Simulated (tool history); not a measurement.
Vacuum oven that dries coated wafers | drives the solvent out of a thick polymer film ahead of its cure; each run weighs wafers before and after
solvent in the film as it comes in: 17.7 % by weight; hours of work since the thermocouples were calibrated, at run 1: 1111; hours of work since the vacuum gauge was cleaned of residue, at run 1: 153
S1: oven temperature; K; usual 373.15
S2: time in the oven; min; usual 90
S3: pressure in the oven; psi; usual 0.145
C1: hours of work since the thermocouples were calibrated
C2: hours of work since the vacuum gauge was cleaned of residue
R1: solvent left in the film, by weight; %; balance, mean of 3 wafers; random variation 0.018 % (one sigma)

run 1 hour=0 | S1=373.15 S2=90 S3=0.145 | C1=1111 C2=153 | R1=2.77
run 2 hour=17.5 | S1=373.15 S2=90 S3=0.145 | C1=1119 C2=161 | R1=2.77
run 3 hour=31.9 | S1=373.15 S2=90 S3=0.145 | C1=1125 C2=167 | R1=2.78
run 4 hour=43.2 | S1=373.15 S2=90 S3=0.145 | C1=1130 C2=172 | R1=2.74
run 5 hour=55.5 | S1=358.15 S2=90 S3=0.145 | C1=1135 C2=177 | R1=7.11
run 6 hour=69.4 | S1=373.15 S2=90 S3=0.145 | C1=1141 C2=183 | R1=2.77
run 7 hour=84.9 | S1=373.15 S2=90 S3=0.145 | C1=1147 C2=190 | R1=2.77
run 8 hour=102.8 | S1=373.15 S2=90 S3=0.145 | C1=1155 C2=197 | R1=2.74
run 9 hour=110.2 | S1=373.15 S2=90 S3=0.145 | C1=1158 C2=200 | R1=2.74
run 10 hour=121 | S1=373.15 S2=90 S3=0.145 | C1=1163 C2=205 | R1=2.77
run 11 hour=128.4 | S1=373.15 S2=128 S3=0.145 | C1=1166 C2=208 | R1=1.56
run 12 hour=141.6 | S1=373.15 S2=90 S3=0.138 | C1=1172 C2=214 | R1=2.74
run 13 hour=157.9 | S1=373.15 S2=90 S3=0.138 | C1=1179 C2=221 | R1=2.73
run 14 hour=172.8 | S1=373.15 S2=93 S3=0.138 | C1=1185 C2=227 | R1=2.58
run 15 hour=185.7 | S1=373.15 S2=90 S3=0.145 | C1=1191 C2=233 | R1=2.74
run 16 hour=198.5 | S1=373.15 S2=90 S3=0.145 | C1=1196 C2=238 | R1=2.78
run 17 hour=211.6 | S1=373.15 S2=90 S3=0.145 | C1=1202 C2=244 | R1=2.75
run 18 hour=225.1 | S1=373.15 S2=85 S3=0.145 | C1=1208 C2=250 | R1=2.98
run 19 hour=242.1 | S1=369.15 S2=85 S3=0.548 | C1=1215 C2=257 | R1=5.39
run 20 hour=259.5 | S1=379.15 S2=89 S3=0.361 | C1=1222 C2=265 | R1=2.18
run 21 hour=270.6 | S1=379.15 S2=89 S3=0.361 | C1=1227 C2=269 | R1=2.18
run 22 hour=282 | S1=383.15 S2=120 S3=0.103 | C1=1232 C2=274 | R1=0.51
run 23 hour=293.6 | S1=383.15 S2=157 S3=0.139 | C1=1237 C2=279 | R1=0.44
run 24 hour=304.5 | S1=367.15 S2=113 S3=0.139 | C1=1242 C2=284 | R1=3.25
run 25 hour=312.7 | S1=373.15 S2=143 S3=0.128 | C1=1245 C2=287 | R1=1.25
run 26 hour=320.7 | S1=363.15 S2=154 S3=0.145 | C1=1249 C2=291 | R1=3.02
run 27 hour=328.2 | S1=361.15 S2=90 S3=0.075 | C1=1252 C2=294 | R1=5.93
run 28 hour=345.6 | S1=367.15 S2=90 S3=0.075 | C1=1259 C2=301 | R1=4.11
run 29 hour=356.7 | S1=373.15 S2=115 S3=0.077 | C1=1264 C2=306 | R1=1.65
run 30 hour=370.7 | S1=363.15 S2=60 S3=0.318 | C1=1270 C2=312 | R1=8.08
run 31 hour=381 | S1=363.15 S2=60 S3=0.318 | C1=1275 C2=317 | R1=8.06
run 32 hour=391.5 | S1=363.15 S2=60 S3=0.318 | C1=1279 C2=321 | R1=8.05
run 33 hour=402.5 | S1=363.15 S2=60 S3=0.318 | C1=1284 C2=326 | R1=8.09
run 34 hour=415 | S1=379.15 S2=122 S3=0.223 | C1=1289 C2=331 | R1=1.16

Forecast each of these 4 alternatives for the next run:
run A hour=425.2 | S1=368.15 S2=72 S3=0.249 | C1=1293 C2=336 | R1=?
run B hour=425.2 | S1=379.15 S2=104 S3=0.075 | C1=1293 C2=336 | R1=?
run C hour=425.2 | S1=369.15 S2=81 S3=0.145 | C1=1293 C2=336 | R1=?
run D hour=425.2 | S1=379.15 S2=49 S3=0.178 | C1=1293 C2=336 | R1=?

run=A R1=5.44
run=B R1=1.01
run=C R1=4.21
run=D R1=3.97
Without the tool's hidden state the same runs would have given:
run=A R1=5.86
run=B R1=1.17
run=C R1=4.61
run=D R1=4.35

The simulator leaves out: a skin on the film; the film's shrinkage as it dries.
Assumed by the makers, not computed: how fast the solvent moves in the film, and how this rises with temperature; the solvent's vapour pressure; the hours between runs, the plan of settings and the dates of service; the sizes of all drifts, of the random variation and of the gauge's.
